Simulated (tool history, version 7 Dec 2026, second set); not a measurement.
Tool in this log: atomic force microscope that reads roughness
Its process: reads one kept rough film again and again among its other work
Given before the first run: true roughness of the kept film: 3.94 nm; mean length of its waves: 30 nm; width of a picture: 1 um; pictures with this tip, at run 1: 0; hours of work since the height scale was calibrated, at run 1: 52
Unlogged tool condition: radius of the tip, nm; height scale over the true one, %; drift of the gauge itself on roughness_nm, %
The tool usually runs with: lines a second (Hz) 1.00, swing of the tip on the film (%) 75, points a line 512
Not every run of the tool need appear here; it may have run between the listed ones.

run	day	lines a second (Hz)	swing of the tip on the film (%)	points a line	pictures with this tip	hours of work since the height scale was calibrated	roughness of the kept film (nm (root mean square))
1	0.000	1.00	75	512	0	52	3.279
2	0.500	0.86	75	512	15	60	3.249
3	1.271	0.86	75	512	38	73	3.221
4	1.808	0.86	61	512	54	82	3.315
5	2.438	0.86	61	512	73	93	3.316
# day 2.533: height scale calibrated on a step standard
6	3.171	0.86	61	512	94	11	3.239
7	3.746	0.86	61	512	111	20	3.256
# day 4.008: height scale calibrated on a step standard, once more
8	4.558	0.93	75	512	135	9	3.117
9	5.258	0.93	75	512	156	21	3.087
10	5.779	2.28	69	533	172	30	2.920
11	6.196	2.28	72	612	184	37	2.851
12	6.838	2.28	78	612	203	48	2.698
13	7.592	2.28	86	591	226	60	2.495
14	8.029	2.28	90	692	239	68	2.394
15	8.538	2.28	90	692	255	76	2.351

Results per run with the tool's hidden condition removed, run-to-run variation unchanged:
run	roughness of the kept film (nm (root mean square))
1	3.282
2	3.275
3	3.278
4	3.397
5	3.425
6	3.371
7	3.415
8	3.308
9	3.306
10	3.146
11	3.087
12	2.944
13	2.747
14	2.649
15	2.619

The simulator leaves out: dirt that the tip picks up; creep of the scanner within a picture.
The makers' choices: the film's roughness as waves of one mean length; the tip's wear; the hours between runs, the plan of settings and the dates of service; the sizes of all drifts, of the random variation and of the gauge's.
